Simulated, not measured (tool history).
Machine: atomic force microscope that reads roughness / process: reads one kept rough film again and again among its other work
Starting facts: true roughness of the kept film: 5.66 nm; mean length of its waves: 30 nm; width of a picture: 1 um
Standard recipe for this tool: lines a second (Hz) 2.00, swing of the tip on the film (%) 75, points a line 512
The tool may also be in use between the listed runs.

| run | hour | lines a second (Hz) | swing of the tip on the film (%) | points a line | roughness of the kept film (nm (root mean square)) |
|---|---|---|---|---|---|
| 1 | 0.0 | 2.00 | 75 | 512 | 3.736 |
| 2 | 10.6 | 2.00 | 75 | 512 | 3.649 |
| 3 | 25.3 | 2.00 | 75 | 512 | 3.489 |
| 4 | 32.9 | 2.00 | 75 | 512 | 3.394 |
| 5 | 49.6 | 2.00 | 75 | 512 | 3.258 |
| 6 | 60.5 | 2.00 | 75 | 512 | 3.167 |
| 7 | 74.5 | 2.00 | 75 | 512 | 3.060 |
| 8 | 86.0 | 2.00 | 75 | 512 | 2.968 |
| 9 | 99.8 | 2.00 | 75 | 512 | 2.893 |
| 10 | 108.5 | 2.00 | 75 | 512 | 2.833 |
| 11 | 119.6 | 2.00 | 75 | 512 | 2.773 |
| 12 | 134.8 | 2.00 | 75 | 839 | 2.691 |
| 13 | 151.4 | 2.00 | 75 | 839 | 2.577 |
| 14 | 160.7 | 2.00 | 75 | 512 | 2.547 |
| 15 | 176.9 | 2.00 | 88 | 512 | 2.221 |
| 16 | 195.8 | 1.40 | 80 | 345 | 3.789 |
| 17 | 207.9 | 1.40 | 80 | 345 | 3.689 |
| 18 | 215.9 | 2.29 | 60 | 309 | 3.785 |
| 19 | 226.5 | 2.69 | 82 | 295 | 3.054 |
| 20 | 236.5 | 2.69 | 82 | 295 | 2.965 |
| 21 | 254.0 | 2.69 | 82 | 295 | 2.833 |
| 22 | 271.4 | 1.01 | 85 | 475 | 3.119 |
| 23 | 281.4 | 2.00 | 56 | 474 | 3.250 |
| 24 | 299.2 | 1.81 | 71 | 541 | 2.987 |
| 25 | 310.5 | 2.00 | 84 | 277 | 2.577 |
| 26 | 328.8 | 0.54 | 73 | 574 | 2.938 |
| 27 | 346.4 | 2.00 | 82 | 693 | 2.471 |
| 28 | 360.0 | 0.97 | 70 | 372 | 2.730 |

Not shown: 1 entry that the log had between the listed runs. Between which runs, and how does the tool's hidden state differ before and after?
From run 15 to run 16: new tip fitted (hour 184.2)
  radius of the tip, nm: 39.9 -> 12; height scale over the true one, %: -0.3 -> -0.31
  difference, measured minus the result without the unlogged condition, roughness of the kept film (nm (root mean square)): -1.333 -> -0.161

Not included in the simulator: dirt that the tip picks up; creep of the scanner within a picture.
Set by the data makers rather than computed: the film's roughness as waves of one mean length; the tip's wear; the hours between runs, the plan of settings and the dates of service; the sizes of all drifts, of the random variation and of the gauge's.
